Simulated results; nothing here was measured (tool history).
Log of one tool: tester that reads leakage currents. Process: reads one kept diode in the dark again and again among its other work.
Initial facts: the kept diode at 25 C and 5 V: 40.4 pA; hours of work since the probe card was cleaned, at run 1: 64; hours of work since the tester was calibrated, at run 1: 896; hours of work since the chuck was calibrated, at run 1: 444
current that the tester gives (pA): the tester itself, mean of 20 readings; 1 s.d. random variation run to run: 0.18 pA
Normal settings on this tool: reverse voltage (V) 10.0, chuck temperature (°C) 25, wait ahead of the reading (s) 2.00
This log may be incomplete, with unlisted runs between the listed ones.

run    hour  reverse voltage (V)  chuck temperature (°C)  wait ahead of the reading (s)  hours of work since the probe card was cleaned  hours of work since the tester was calibrated  hours of work since the chuck was calibrated  current that the tester gives (pA)
  1     0.0                 10.0                      25                           2.00                                              64                                            896                                           444                               55.85
  2    26.8                 10.0                      25                           2.00                                              77                                            908                                           457                               55.69
  3    58.6                 10.0                      25                           1.62                                              91                                            923                                           471                               55.93
  4   104.0                 10.0                      25                           1.62                                             112                                            944                                           492                               55.97
  5   147.1                 10.0                      25                           1.62                                             132                                            964                                           512                               56.06
  6   186.5                 10.0                      25                           1.62                                             151                                            982                                           531                               56.26
  7   226.8                 10.0                      25                           1.62                                             169                                           1001                                           549                               56.46
  8   255.3                 10.0                      25                           1.62                                             182                                           1014                                           562                               56.69
  9   280.3                 10.0                      25                           1.62                                             194                                           1025                                           574                               56.67
 10   323.9                 10.0                      49                           2.00                                             214                                           1046                                           594                              391.43
 11   363.7                 10.0                      49                           2.00                                             232                                           1064                                           612                              394.72
 12   385.7                 10.0                      55                           2.00                                             243                                           1074                                           623                              611.05
 13   419.5                  2.0                      25                           2.00                                             258                                           1090                                           638                               26.43
 14   457.4                  2.0                      25                           2.00                                             276                                           1107                                           656                               26.46
 15   502.3                  2.0                      25                           2.00                                             296                                           1128                                           677                               26.37
 16   530.3                  2.0                      25                           2.00                                             309                                           1141                                           689                               26.54
 17   559.8                  2.0                      25                           2.00                                             323                                           1155                                           703                               26.67
 18   603.0                  2.0                      25                           2.00                                             343                                           1174                                           723                               26.52
 19   625.5                 10.0                      25                           2.00                                             353                                           1185                                           733                               56.95
 20   670.7                 10.0                      25                           2.00                                             374                                           1206                                           754                               57.45
 21   711.6                  7.0                      45                           1.49                                             393                                           1225                                           773                              244.89
 22   744.2                 10.0                      53                           1.99                                             408                                           1240                                           788                              526.26
 23   790.8                  4.3                      53                           1.99                                             430                                           1261                                           810                              356.50
 24   814.3                  9.1                      25                           0.87                                             441                                           1272                                           821                               56.03
 25   855.5                  8.9                      56                           2.00                                             460                                           1291                                           840                              627.33
 26   892.9                  2.0                      56                           2.00                                             477                                           1309                                           857                              314.13
 27   918.2                  1.0                      26                           1.10                                             489                                           1320                                           869                               20.97
 28   940.7                 10.0                      55                           4.82                                             499                                           1331                                           879                              608.86
 29   967.5                 10.0                      55                           4.82                                             511                                           1343                                           892                              608.93
 30  1012.3                 10.0                      55                           4.82                                             532                                           1364                                           912                              610.77
 31  1059.8                  1.1                      39                           3.68                                             554                                           1386                                           934                               64.84
 32  1080.9                  1.1                      39                           3.68                                             564                                           1395                                           944                               64.80
 33  1119.9                  5.7                      52                           0.73                                             582                                           1413                                           962                              379.68
 34  1140.6                 10.0                      28                           6.95                                             591                                           1423                                           972                               74.09
 35  1182.0                 10.0                      28                           6.95                                             611                                           1442                                           991                               74.32
 36  1227.6                 10.0                      28                           6.95                                             632                                           1463                                          1012                               75.25
 37  1247.0                 10.0                      28                           6.95                                             641                                           1472                                          1021                               74.44
 38  1288.7                  2.2                      32                           6.09                                             660                                           1491                                          1040                               50.48
 39  1314.1                  4.5                      25                           2.00                                             672                                           1503                                          1052                               39.61

Below are 3 alternative next runs, each starting from the tool's condition after run 39. Predict each:
  A  1354.9                 18.0                      42                           3.90                                             691                                           1522                                          1071                                   ?
  B  1354.9                 13.5                      20                           3.83                                             691                                           1522                                          1071                                   ?
  C  1354.9                 10.0                      29                           3.07                                             691                                           1522                                          1071                                   ?

run  current that the tester gives (pA)
  A                              302.33
  B                               46.47
  C                               81.30
Without the tool's unlogged condition, the same runs would have read:
run  current that the tester gives (pA)
  A                              303.34
  B                               41.14
  C                               79.07
